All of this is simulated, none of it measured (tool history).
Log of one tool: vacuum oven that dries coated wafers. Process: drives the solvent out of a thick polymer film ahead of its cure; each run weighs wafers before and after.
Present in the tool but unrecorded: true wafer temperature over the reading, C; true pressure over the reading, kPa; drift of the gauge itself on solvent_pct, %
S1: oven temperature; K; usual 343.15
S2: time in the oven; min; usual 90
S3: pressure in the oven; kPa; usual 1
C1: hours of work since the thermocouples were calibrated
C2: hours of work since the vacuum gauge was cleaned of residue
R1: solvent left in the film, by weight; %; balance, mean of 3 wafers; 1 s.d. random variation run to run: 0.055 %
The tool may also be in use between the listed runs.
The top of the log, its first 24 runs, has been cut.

Run 25, hour 650.7: usual settings but S2 117 min, S3 0.52 kPa; C1 686; C2 114. Result: R1 1.25 %.
Run 26, hour 679.5: usual settings but S1 351.15 K, S3 1.47 kPa; C1 704; C2 133. Result: R1 1.98 %.
Run 27, hour 713.6: usual settings but S1 350.15 K, S2 89 min, S3 1.47 kPa; C1 726; C2 154. Result: R1 2.06 %.
Run 28, hour 740: usual settings but S1 347.15 K; C1 743; C2 171. Result: R1 1.77 %.
Run 29, hour 768: usual settings but S1 334.15 K, S2 100 min, S3 0.71 kPa; C1 761; C2 190. Result: R1 3.65 %.
Run 30, hour 791: usual settings but S1 334.15 K, S2 100 min, S3 0.71 kPa; C1 776; C2 204. Result: R1 3.71 %.
Run 31, hour 810.3: usual settings but S1 350.15 K, S2 133 min, S3 1.63 kPa; C1 788; C2 217. Result: R1 2.02 %.
Run 32, hour 845.5: usual settings but S1 358.15 K, S2 112 min, S3 1.63 kPa; C1 811; C2 239. Result: R1 1.45 %.
Run 33, hour 868.8: usual settings but S1 358.15 K, S2 112 min, S3 1.63 kPa; C1 826; C2 254. Result: R1 1.39 %.
Run 34, hour 890.7: usual settings but S1 358.15 K, S2 112 min, S3 1.63 kPa; C1 840; C2 269. Result: R1 1.5 %.
Run 35, hour 914.5: usual settings but S1 348.15 K, S2 112 min, S3 1.94 kPa; C1 855; C2 284. Result: R1 2.78 %.
Run 36, hour 944.3: usual settings but S1 348.15 K, S2 79 min, S3 3.43 kPa; C1 875; C2 303. Result: R1 4.83 %.

Predict each of these 4 candidate next runs independently; none follows another, all start after run 36:
Run A, hour 978.1: usual settings but S1 348.15 K, S2 79 min, S3 1.44 kPa; C1 896; C2 325. Result: R1 ?.
Run B, hour 978.1: usual settings but S1 353.15 K, S2 99 min; C1 896; C2 325. Result: R1 ?.
Run C, hour 978.1: usual settings but S1 331.15 K, S2 79 min, S3 3.43 kPa; C1 896; C2 325. Result: R1 ?.
Run D, hour 978.1: usual settings but S1 338.15 K, S2 148 min, S3 3.02 kPa; C1 896; C2 325. Result: R1 ?.

run     R1
  A   2.67
  B   1.34
  C  11.32
  D   6.33
With the hidden condition removed and each run's random variation left untouched, the same runs would have given:
run     R1
  A   2.31
  B   1.13
  C  10.47
  D   5.72
